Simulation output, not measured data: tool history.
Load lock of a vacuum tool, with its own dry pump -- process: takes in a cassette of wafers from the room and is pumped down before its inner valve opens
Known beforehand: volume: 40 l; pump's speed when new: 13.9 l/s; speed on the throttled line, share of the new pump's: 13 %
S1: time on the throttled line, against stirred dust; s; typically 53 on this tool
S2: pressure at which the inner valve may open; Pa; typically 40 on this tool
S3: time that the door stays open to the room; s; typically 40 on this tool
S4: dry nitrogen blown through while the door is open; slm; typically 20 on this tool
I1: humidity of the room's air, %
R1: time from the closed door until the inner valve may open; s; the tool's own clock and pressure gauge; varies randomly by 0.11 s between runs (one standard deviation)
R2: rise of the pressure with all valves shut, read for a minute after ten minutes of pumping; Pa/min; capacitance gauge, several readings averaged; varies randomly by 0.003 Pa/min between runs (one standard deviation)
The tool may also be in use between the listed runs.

Run 1, hour 0.0: usual settings; I1 46.4. Result: R1 69.5 s, R2 0.106 Pa/min.
Run 2, hour 164.5: usual settings but S1 46 s; I1 47.6. Result: R1 63.3 s, R2 0.108 Pa/min.
Run 3, hour 357.7: usual settings; I1 42.9. Result: R1 69.6 s, R2 0.103 Pa/min.
Run 4, hour 569.1: usual settings; I1 47.1. Result: R1 69.5 s, R2 0.113 Pa/min.
Run 5, hour 851.5: usual settings but S4 41 slm; I1 44.7. Result: R1 69.9 s, R2 0.121 Pa/min.
Run 6, hour 1014.9: usual settings but S4 41 slm; I1 45.4. Result: R1 69.5 s, R2 0.122 Pa/min.
Run 7, hour 1307.4: usual settings but S4 41 slm; I1 45.3. Result: R1 69.7 s, R2 0.134 Pa/min.
Run 8, hour 1571.0: usual settings but S4 10 slm; I1 45.7. Result: R1 69.7 s, R2 0.155 Pa/min.
Run 9, hour 1837.8: usual settings but S4 10 slm; I1 48.7. Result: R1 69.7 s, R2 0.166 Pa/min.
Run 10, hour 2125.4: usual settings but S3 39 s; I1 44.4. Result: R1 70.0 s, R2 0.165 Pa/min.
Run 11, hour 2404.5: usual settings but S3 39 s; I1 45.1. Result: R1 69.9 s, R2 0.174 Pa/min.
Run 12, hour 2531.6: usual settings but S2 62 Pa; I1 46.8. Result: R1 68.7 s, R2 0.179 Pa/min.
Run 13, hour 2832.9: usual settings but S2 62 Pa; I1 45.9. Result: R1 68.6 s, R2 0.190 Pa/min.
Run 14, hour 3068.1: usual settings but S4 4 slm; I1 46.2. Result: R1 69.9 s, R2 0.213 Pa/min.
Run 15, hour 3254.1: usual settings but S2 31 Pa, S4 4 slm; I1 44.2. Result: R1 70.7 s, R2 0.214 Pa/min.
Run 16, hour 3493.1: usual settings but S2 49 Pa, S4 4 slm; I1 45.4. Result: R1 69.5 s, R2 0.214 Pa/min.
Run 17, hour 3680.2: usual settings but S2 49 Pa, S4 4 slm; I1 46.2. Result: R1 69.5 s, R2 0.233 Pa/min.
Run 18, hour 3947.8: usual settings but S1 40 s; I1 43.3. Result: R1 59.0 s, R2 0.234 Pa/min.
Run 19, hour 4138.9: usual settings but S2 39 Pa; I1 45.7. Result: R1 70.2 s, R2 0.230 Pa/min.
Run 20, hour 4316.5: usual settings but S2 39 Pa; I1 46.8. Result: R1 70.1 s, R2 0.240 Pa/min.
Run 21, hour 4564.8: usual settings but S1 34 s, S4 14 slm; I1 44.6. Result: R1 54.0 s, R2 0.264 Pa/min.
Run 22, hour 4771.7: usual settings but S1 32 s, S2 60 Pa, S4 14 slm; I1 45.5. Result: R1 50.9 s, R2 0.274 Pa/min.
Run 23, hour 4956.3: usual settings but S1 79 s, S2 55 Pa, S3 90 s, S4 13 slm; I1 45.3. Result: R1 91.6 s, R2 0.281 Pa/min.
Run 24, hour 5094.5: usual settings but S1 79 s, S2 55 Pa, S3 90 s, S4 13 slm; I1 46.6. Result: R1 91.4 s, R2 0.298 Pa/min.
Run 25, hour 5266.4: usual settings; I1 47.7. Result: R1 70.4 s, R2 0.290 Pa/min.
Run 26, hour 5412.4: usual settings but S4 6 slm; I1 42.8. Result: R1 70.2 s, R2 0.294 Pa/min.
Run 27, hour 5552.1: usual settings but S1 34 s; I1 44.3. Result: R1 54.2 s, R2 0.295 Pa/min.
Run 28, hour 5811.7: usual settings but S1 34 s, S2 53 Pa; I1 46.4. Result: R1 53.0 s, R2 0.314 Pa/min.
Run 29, hour 5996.3: usual settings but S1 44 s, S2 53 Pa, S3 57 s, S4 13 slm; I1 45.0. Result: R1 61.9 s, R2 0.322 Pa/min.
Run 30, hour 6142.2: usual settings but S2 47 Pa; I1 44.0. Result: R1 70.0 s, R2 0.317 Pa/min.
Run 31, hour 6279.9: usual settings but S1 64 s, S2 47 Pa, S3 102 s; I1 41.3. Result: R1 79.5 s, R2 0.346 Pa/min.

Run 32, settings as shown, results not yet in. Your forecast:
Run 32, hour 6588.2: usual settings but S1 99 s, S3 38 s; I1 43.1. Result: R1 ?, R2 ?.

R1: 109.6 s
R2: 0.345 Pa/min
Had the tool carried no hidden state, the very same run would have given R1 108.5 s, R2 0.019 Pa/min.

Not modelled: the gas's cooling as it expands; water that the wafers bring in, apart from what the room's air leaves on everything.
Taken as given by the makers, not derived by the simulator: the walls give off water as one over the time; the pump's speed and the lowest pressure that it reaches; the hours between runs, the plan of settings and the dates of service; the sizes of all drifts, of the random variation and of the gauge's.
